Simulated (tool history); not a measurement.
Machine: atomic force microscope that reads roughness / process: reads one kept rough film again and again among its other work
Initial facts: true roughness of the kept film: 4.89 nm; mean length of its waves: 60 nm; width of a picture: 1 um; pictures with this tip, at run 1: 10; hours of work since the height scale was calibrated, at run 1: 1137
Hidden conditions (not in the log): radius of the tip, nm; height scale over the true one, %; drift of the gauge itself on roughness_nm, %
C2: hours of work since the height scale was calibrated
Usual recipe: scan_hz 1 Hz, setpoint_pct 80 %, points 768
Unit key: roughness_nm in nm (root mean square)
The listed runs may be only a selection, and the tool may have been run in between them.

run 1 hour=0 | scan_hz=1 setpoint_pct=80 points=768 | pictures_with_this_tip=10 C2=1137 | roughness_nm=4.58
run 2 hour=52.1 | scan_hz=1 setpoint_pct=80 points=768 | pictures_with_this_tip=44 C2=1158 | roughness_nm=4.567
run 3 hour=109.3 | scan_hz=2.8 setpoint_pct=80 points=768 | pictures_with_this_tip=81 C2=1182 | roughness_nm=4.373
run 4 hour=153.2 | scan_hz=2.8 setpoint_pct=80 points=948 | pictures_with_this_tip=110 C2=1200 | roughness_nm=4.342
run 5 hour=184.6 | scan_hz=2.8 setpoint_pct=80 points=948 | pictures_with_this_tip=130 C2=1213 | roughness_nm=4.365
run 6 hour=246.6 | scan_hz=1 setpoint_pct=84 points=768 | pictures_with_this_tip=171 C2=1239 | roughness_nm=4.536
-- hour=277.5 new tip fitted
run 7 hour=280.9 | scan_hz=1 setpoint_pct=84 points=768 | pictures_with_this_tip=3 C2=1253 | roughness_nm=4.577
run 8 hour=315.8 | scan_hz=1 setpoint_pct=84 points=768 | pictures_with_this_tip=25 C2=1268 | roughness_nm=4.572
run 9 hour=365.1 | scan_hz=1 setpoint_pct=83 points=768 | pictures_with_this_tip=57 C2=1288 | roughness_nm=4.551
run 10 hour=424.9 | scan_hz=1 setpoint_pct=83 points=768 | pictures_with_this_tip=96 C2=1313 | roughness_nm=4.542
run 11 hour=482 | scan_hz=1 setpoint_pct=83 points=768 | pictures_with_this_tip=133 C2=1337 | roughness_nm=4.528
run 12 hour=537.8 | scan_hz=1 setpoint_pct=80 points=768 | pictures_with_this_tip=170 C2=1360 | roughness_nm=4.569
-- hour=571.1 new tip fitted
run 13 hour=589.8 | scan_hz=1 setpoint_pct=80 points=651 | pictures_with_this_tip=12 C2=1382 | roughness_nm=4.56
run 14 hour=653.4 | scan_hz=1 setpoint_pct=80 points=651 | pictures_with_this_tip=53 C2=1408 | roughness_nm=4.583
run 15 hour=689.8 | scan_hz=1 setpoint_pct=80 points=651 | pictures_with_this_tip=77 C2=1424 | roughness_nm=4.56
run 16 hour=749.9 | scan_hz=2.31 setpoint_pct=80 points=768 | pictures_with_this_tip=116 C2=1449 | roughness_nm=4.418
run 17 hour=781.8 | scan_hz=2.31 setpoint_pct=80 points=768 | pictures_with_this_tip=137 C2=1462 | roughness_nm=4.411
run 18 hour=835.2 | scan_hz=1 setpoint_pct=80 points=858 | pictures_with_this_tip=172 C2=1484 | roughness_nm=4.548
-- hour=864.1 new tip fitted
run 19 hour=901.9 | scan_hz=1 setpoint_pct=80 points=858 | pictures_with_this_tip=25 C2=1512 | roughness_nm=4.583
run 20 hour=941.6 | scan_hz=1 setpoint_pct=80 points=858 | pictures_with_this_tip=50 C2=1528 | roughness_nm=4.56
run 21 hour=1006.5 | scan_hz=1 setpoint_pct=80 points=858 | pictures_with_this_tip=93 C2=1555 | roughness_nm=4.566
run 22 hour=1058.6 | scan_hz=1 setpoint_pct=80 points=858 | pictures_with_this_tip=126 C2=1577 | roughness_nm=4.576
run 23 hour=1090.4 | scan_hz=1 setpoint_pct=80 points=858 | pictures_with_this_tip=147 C2=1590 | roughness_nm=4.555
run 24 hour=1126.3 | scan_hz=1 setpoint_pct=80 points=858 | pictures_with_this_tip=170 C2=1605 | roughness_nm=4.572
-- hour=1155.4 new tip fitted
run 25 hour=1187 | scan_hz=1 setpoint_pct=80 points=858 | pictures_with_this_tip=21 C2=1630 | roughness_nm=4.596
run 26 hour=1245.5 | scan_hz=1 setpoint_pct=80 points=768 | pictures_with_this_tip=59 C2=1655 | roughness_nm=4.567
run 27 hour=1309.9 | scan_hz=1 setpoint_pct=80 points=768 | pictures_with_this_tip=100 C2=1682 | roughness_nm=4.567
run 28 hour=1368.7 | scan_hz=1 setpoint_pct=80 points=768 | pictures_with_this_tip=139 C2=1706 | roughness_nm=4.56
-- hour=1421.2 height scale calibrated on a step standard
run 29 hour=1423.9 | scan_hz=1 setpoint_pct=80 points=620 | pictures_with_this_tip=174 C2=1 | roughness_nm=4.585
-- hour=1448.8 new tip fitted
run 30 hour=1498.3 | scan_hz=1 setpoint_pct=80 points=620 | pictures_with_this_tip=32 C2=32 | roughness_nm=4.558
run 31 hour=1544.6 | scan_hz=1.09 setpoint_pct=80 points=787 | pictures_with_this_tip=62 C2=51 | roughness_nm=4.542
run 32 hour=1609.6 | scan_hz=1 setpoint_pct=80 points=674 | pictures_with_this_tip=104 C2=78 | roughness_nm=4.564
run 33 hour=1670.6 | scan_hz=0.56 setpoint_pct=55 points=674 | pictures_with_this_tip=144 C2=104 | roughness_nm=4.646
run 34 hour=1707 | scan_hz=1.77 setpoint_pct=63 points=683 | pictures_with_this_tip=168 C2=119 | roughness_nm=4.617
run 35 hour=1738.5 | scan_hz=0.92 setpoint_pct=55 points=683 | pictures_with_this_tip=188 C2=132 | roughness_nm=4.672
-- hour=1744.5 new tip fitted
run 36 hour=1791.1 | scan_hz=0.92 setpoint_pct=55 points=683 | pictures_with_this_tip=30 C2=154 | roughness_nm=4.667
run 37 hour=1848.4 | scan_hz=1 setpoint_pct=62 points=768 | pictures_with_this_tip=67 C2=178 | roughness_nm=4.681
run 38 hour=1889.6 | scan_hz=1 setpoint_pct=69 points=843 | pictures_with_this_tip=94 C2=195 | roughness_nm=4.667
run 39 hour=1920 | scan_hz=1.52 setpoint_pct=69 points=444 | pictures_with_this_tip=114 C2=208 | roughness_nm=4.572
run 40 hour=1985.6 | scan_hz=1.49 setpoint_pct=68 points=585 | pictures_with_this_tip=156 C2=235 | roughness_nm=4.588
-- hour=2036.2 new tip fitted
run 41 hour=2036.2 | scan_hz=1 setpoint_pct=81 points=855 | pictures_with_this_tip=0 C2=256 | roughness_nm=4.59
run 42 hour=2075.9 | scan_hz=2.57 setpoint_pct=59 points=768 | pictures_with_this_tip=26 C2=272 | roughness_nm=4.642
run 43 hour=2142.6 | scan_hz=1 setpoint_pct=59 points=621 | pictures_with_this_tip=69 C2=300 | roughness_nm=4.686
run 44 hour=2198.3 | scan_hz=1 setpoint_pct=59 points=621 | pictures_with_this_tip=105 C2=323 | roughness_nm=4.663
run 45 hour=2243.3 | scan_hz=2.69 setpoint_pct=82 points=321 | pictures_with_this_tip=134 C2=342 | roughness_nm=4.302
run 46 hour=2314.7 | scan_hz=2.69 setpoint_pct=82 points=321 | pictures_with_this_tip=181 C2=372 | roughness_nm=4.328
-- hour=2328.3 new tip fitted
run 47 hour=2380.3 | scan_hz=2.69 setpoint_pct=82 points=273 | pictures_with_this_tip=34 C2=399 | roughness_nm=4.297
run 48 hour=2428 | scan_hz=2.69 setpoint_pct=82 points=273 | pictures_with_this_tip=65 C2=419 | roughness_nm=4.307
run 49 hour=2491.2 | scan_hz=1 setpoint_pct=57 points=768 | pictures_with_this_tip=106 C2=445 | roughness_nm=4.669
run 50 hour=2551.4 | scan_hz=1 setpoint_pct=71 points=261 | pictures_with_this_tip=145 C2=470 | roughness_nm=4.608
run 51 hour=2592.2 | scan_hz=0.96 setpoint_pct=80 points=457 | pictures_with_this_tip=172 C2=487 | roughness_nm=4.536
-- hour=2621.2 new tip fitted
run 52 hour=2626.3 | scan_hz=1.27 setpoint_pct=71 points=457 | pictures_with_this_tip=4 C2=501 | roughness_nm=4.58

Across each entry between runs, compare the hidden state at the last listed run before it with the hidden state at the first listed run after it:
Between runs 6 and 7: new tip fitted (hour 277.5)
  radius of the tip, nm: 7.6 -> 7
Between runs 12 and 13: new tip fitted (hour 571.1)
  radius of the tip, nm: 7.6 -> 7.1
Between runs 18 and 19: new tip fitted (hour 864.1)
  radius of the tip, nm: 7.6 -> 7.1
Between runs 24 and 25: new tip fitted (hour 1155.4)
  radius of the tip, nm: 7.6 -> 7.1
Between runs 28 and 29: height scale calibrated on a step standard (hour 1421.2)
  radius of the tip, nm: 7.5 -> 7.6; height scale over the true one, %: -0.09 -> 0
Between runs 29 and 30: new tip fitted (hour 1448.8)
  radius of the tip, nm: 7.6 -> 7.1
Between runs 35 and 36: new tip fitted (hour 1744.5)
  radius of the tip, nm: 7.7 -> 7.1
Between runs 40 and 41: new tip fitted (hour 2036.2)
  radius of the tip, nm: 7.6 -> 7; height scale over the true one, %: -0.01 -> -0.02
Between runs 46 and 47: new tip fitted (hour 2328.3)
  radius of the tip, nm: 7.7 -> 7.1
Between runs 51 and 52: new tip fitted (hour 2621.2)
  radius of the tip, nm: 7.6 -> 7
